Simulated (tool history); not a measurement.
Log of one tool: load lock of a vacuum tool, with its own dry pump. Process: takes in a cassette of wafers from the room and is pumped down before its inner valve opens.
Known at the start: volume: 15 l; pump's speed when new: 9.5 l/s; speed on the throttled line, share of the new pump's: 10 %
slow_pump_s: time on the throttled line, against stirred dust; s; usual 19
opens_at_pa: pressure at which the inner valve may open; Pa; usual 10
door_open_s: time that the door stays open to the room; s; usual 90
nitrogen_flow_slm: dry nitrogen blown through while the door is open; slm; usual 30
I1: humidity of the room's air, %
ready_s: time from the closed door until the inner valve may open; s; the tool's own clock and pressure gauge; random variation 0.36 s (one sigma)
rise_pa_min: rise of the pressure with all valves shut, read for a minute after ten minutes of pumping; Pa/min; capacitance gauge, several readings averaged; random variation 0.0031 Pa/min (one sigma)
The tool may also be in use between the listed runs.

{"run": 1, "day": 0.0, "slow_pump_s": 19, "opens_at_pa": 10, "door_open_s": 90, "nitrogen_flow_slm": 30, "I1": 45.6, "ready_s": 32.1, "rise_pa_min": 0.199}
{"run": 2, "day": 5.717, "slow_pump_s": 19, "opens_at_pa": 10, "door_open_s": 90, "nitrogen_flow_slm": 30, "I1": 42.9, "ready_s": 32.5, "rise_pa_min": 0.193}
{"run": 3, "day": 15.671, "slow_pump_s": 19, "opens_at_pa": 10, "door_open_s": 90, "nitrogen_flow_slm": 30, "I1": 40, "ready_s": 32.2, "rise_pa_min": 0.19}
{"run": 4, "day": 28.288, "slow_pump_s": 19, "opens_at_pa": 10, "door_open_s": 90, "nitrogen_flow_slm": 30, "I1": 47, "ready_s": 32, "rise_pa_min": 0.202}
{"run": 5, "day": 34.738, "slow_pump_s": 19, "opens_at_pa": 10, "door_open_s": 90, "nitrogen_flow_slm": 30, "I1": 44.9, "ready_s": 32.9, "rise_pa_min": 0.203}
{"run": 6, "day": 43.275, "slow_pump_s": 19, "opens_at_pa": 15, "door_open_s": 90, "nitrogen_flow_slm": 30, "I1": 45.1, "ready_s": 31.1, "rise_pa_min": 0.218}
{"run": 7, "day": 51.979, "slow_pump_s": 19, "opens_at_pa": 15, "door_open_s": 90, "nitrogen_flow_slm": 30, "I1": 46.7, "ready_s": 31.6, "rise_pa_min": 0.208}
{"run": 8, "day": 60.538, "slow_pump_s": 19, "opens_at_pa": 11, "door_open_s": 90, "nitrogen_flow_slm": 30, "I1": 46.6, "ready_s": 31.7, "rise_pa_min": 0.214}
{"run": 9, "day": 68.729, "slow_pump_s": 19, "opens_at_pa": 11, "door_open_s": 90, "nitrogen_flow_slm": 30, "I1": 43.9, "ready_s": 32.8, "rise_pa_min": 0.222}
{"run": 10, "day": 75.446, "slow_pump_s": 19, "opens_at_pa": 11, "door_open_s": 90, "nitrogen_flow_slm": 30, "I1": 44.9, "ready_s": 32.2, "rise_pa_min": 0.221}
{"run": 11, "day": 81.821, "slow_pump_s": 19, "opens_at_pa": 11, "door_open_s": 90, "nitrogen_flow_slm": 30, "I1": 46, "ready_s": 32.5, "rise_pa_min": 0.222}
{"run": 12, "day": 89.812, "slow_pump_s": 19, "opens_at_pa": 10, "door_open_s": 90, "nitrogen_flow_slm": 30, "I1": 45.8, "ready_s": 32.8, "rise_pa_min": 0.224}
{"run": 13, "day": 97.471, "slow_pump_s": 19, "opens_at_pa": 10, "door_open_s": 90, "nitrogen_flow_slm": 30, "I1": 40.5, "ready_s": 32.7, "rise_pa_min": 0.226}
{"run": 14, "day": 107.279, "slow_pump_s": 19, "opens_at_pa": 10, "door_open_s": 90, "nitrogen_flow_slm": 30, "I1": 43.6, "ready_s": 32.6, "rise_pa_min": 0.23}
{"run": 15, "day": 115.029, "slow_pump_s": 26, "opens_at_pa": 10, "door_open_s": 51, "nitrogen_flow_slm": 30, "I1": 46.5, "ready_s": 38.8, "rise_pa_min": 0.22}
{"run": 16, "day": 123.379, "slow_pump_s": 17, "opens_at_pa": 9, "door_open_s": 40, "nitrogen_flow_slm": 44, "I1": 41.4, "ready_s": 31.4, "rise_pa_min": 0.204}
{"run": 17, "day": 132.133, "slow_pump_s": 27, "opens_at_pa": 10, "door_open_s": 237, "nitrogen_flow_slm": 35, "I1": 45.1, "ready_s": 39.8, "rise_pa_min": 0.301}

Forecast run 18:
{"run": 18, "day": 143.704, "slow_pump_s": 27, "opens_at_pa": 13, "door_open_s": 42, "nitrogen_flow_slm": 35, "I1": 49, "ready_s": "?", "rise_pa_min": "?"}

Run 18 gave ready_s 40.2 s, rise_pa_min 0.228 Pa/min.
Without the tool's hidden state the same run would have given ready_s 39.3 s, rise_pa_min 0.039 Pa/min.
